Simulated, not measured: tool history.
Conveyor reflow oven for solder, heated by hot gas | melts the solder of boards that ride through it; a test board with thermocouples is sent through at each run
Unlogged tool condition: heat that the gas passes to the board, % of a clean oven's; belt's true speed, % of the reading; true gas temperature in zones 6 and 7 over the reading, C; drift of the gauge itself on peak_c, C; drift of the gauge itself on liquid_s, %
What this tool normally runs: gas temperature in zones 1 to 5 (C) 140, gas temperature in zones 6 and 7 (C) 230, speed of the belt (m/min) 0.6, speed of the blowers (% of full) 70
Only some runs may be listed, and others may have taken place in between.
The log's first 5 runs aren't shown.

run,hour,gas temperature in zones 1 to 5 (C),gas temperature in zones 6 and 7 (C),speed of the belt (m/min),speed of the blowers (% of full),hours of work since the flux was cleaned out,hours of work since the belt drive was overhauled,hours of work since the thermocouples were changed,highest temperature of the board (C),time above the solder's melting point (s)
6,64.6,140,230,0.616,70,231,73,231,213.3,55.8
7,73.8,140,230,0.616,70,235,78,235,213.2,55.3
# hour 90.6: flux residue cleaned out of gas plates and filters
8,90.7,140,230,0.6,70,0,83,241,214.6,58.2
9,97.9,140,222,0.6,70,3,86,244,207.5,51.9
10,108.1,140,230,0.6,70,8,91,249,214.6,58
11,123.9,140,230,0.6,70,15,98,256,214.4,58
12,132.9,140,230,0.6,70,20,103,260,214,58
13,145.5,140,230,0.6,70,25,108,266,214.3,58.2
14,153,140,230,0.6,70,29,112,269,214.1,58.1
15,162.2,140,230,0.6,70,33,116,274,214.1,58.2
16,172.9,140,230,0.6,70,38,121,279,214.2,58
17,181.7,136,230,0.6,70,42,125,283,213.8,56
18,190.7,140,230,0.559,70,46,129,287,216,64.5
19,197.4,126,230,0.524,70,49,132,290,215.6,63.6
20,208.9,140,223,0.6,84,55,138,295,212.1,57.7
21,221.6,130,234,0.69,66,61,144,301,209.2,41.6
22,229.3,130,234,0.69,66,64,147,305,208.8,41.7
23,235.9,140,242,0.598,70,67,150,308,225,66
24,243.3,125,230,0.578,70,71,154,311,213,54
25,259,146,222,0.578,70,78,161,318,209.7,59
26,266.2,146,222,0.578,70,81,164,322,209.7,58.8
27,273.2,146,222,0.578,70,84,167,325,209.3,58.5
28,284.8,131,239,0.718,56,90,173,330,205.5,36.1
29,298.2,131,239,0.718,56,96,179,337,206,35.9
30,314.1,140,231,0.6,70,103,186,344,215.2,58.8

Here are 5 independent what-if runs from the current tool condition. What would each one return?
A,327.1,138,231,0.494,70,109,192,350,?,?
B,327.1,127,231,0.488,77,109,192,350,?,?
C,327.1,140,230,0.653,70,109,192,350,?,?
D,327.1,140,230,0.6,73,109,192,350,?,?
E,327.1,150,230,0.497,58,109,192,350,?,?

run,highest temperature of the board (C),time above the solder's melting point (s)
A,220.1,76.7
B,221.1,75.2
C,211.7,50.6
D,214.9,59.3
E,217.2,78.5
Without the tool's hidden state the same runs would have given:
run,highest temperature of the board (C),time above the solder's melting point (s)
A,220.1,76.7
B,221.1,75.2
C,211.7,50.6
D,214.9,59.3
E,217.2,78.5
